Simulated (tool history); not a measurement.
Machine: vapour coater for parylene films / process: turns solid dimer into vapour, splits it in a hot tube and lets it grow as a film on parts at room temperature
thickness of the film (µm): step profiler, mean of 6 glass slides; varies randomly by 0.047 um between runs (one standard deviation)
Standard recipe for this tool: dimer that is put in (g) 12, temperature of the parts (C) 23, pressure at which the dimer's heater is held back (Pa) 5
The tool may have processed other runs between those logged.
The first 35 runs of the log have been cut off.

| run | hour | dimer that is put in (g) | temperature of the parts (C) | pressure at which the dimer's heater is held back (Pa) | hours of work since the trap's valve was overhauled | hours of work since the table's thermometer was calibrated | thickness of the film (µm) |
|---|---|---|---|---|---|---|---|
| 36 | 455.2 | 5 | 20 | 5.11 | 176 | 1036 | 2.25 |
| 37 | 465.9 | 8 | 23 | 2.9 | 185 | 1045 | 3.61 |
| 38 | 479.8 | 8 | 23 | 2.9 | 197 | 1057 | 3.49 |
| 39 | 491 | 8 | 23 | 2.9 | 207 | 1066 | 3.59 |
| 40 | 500.6 | 8 | 23 | 2.9 | 215 | 1075 | 3.53 |
| 41 | 518.5 | 8 | 23 | 2.9 | 231 | 1090 | 3.55 |
| 42 | 530.7 | 8 | 18 | 11.61 | 241 | 1101 | 3.53 |
| 43 | 547.3 | 11 | 16 | 4.25 | 256 | 1115 | 5.39 |
| 44 | 558.6 | 6 | 23 | 4.21 | 265 | 1125 | 2.56 |
| 45 | 576 | 6 | 23 | 4.21 | 281 | 1140 | 2.59 |
| 46 | 594.3 | 17 | 23 | 11.87 | 296 | 1156 | 6.86 |
| 47 | 611.8 | 8 | 31 | 7.46 | 311 | 1171 | 2.8 |

3 options for the next run, each taken on its own from the tool as it stands now. Forecast them:
| A | 631 | 11 | 23 | 7.08 | 328 | 1188 | ? |
| B | 631 | 12 | 15 | 5 | 328 | 1188 | ? |
| C | 631 | 13 | 28 | 10.56 | 328 | 1188 | ? |

| run | thickness of the film (µm) |
|---|---|
| A | 4.49 |
| B | 5.89 |
| C | 4.69 |
Stripped of hidden state, with their random variation kept, the same runs would have yielded:
| run | thickness of the film (µm) |
|---|---|
| A | 4.78 |
| B | 6.29 |
| C | 5 |

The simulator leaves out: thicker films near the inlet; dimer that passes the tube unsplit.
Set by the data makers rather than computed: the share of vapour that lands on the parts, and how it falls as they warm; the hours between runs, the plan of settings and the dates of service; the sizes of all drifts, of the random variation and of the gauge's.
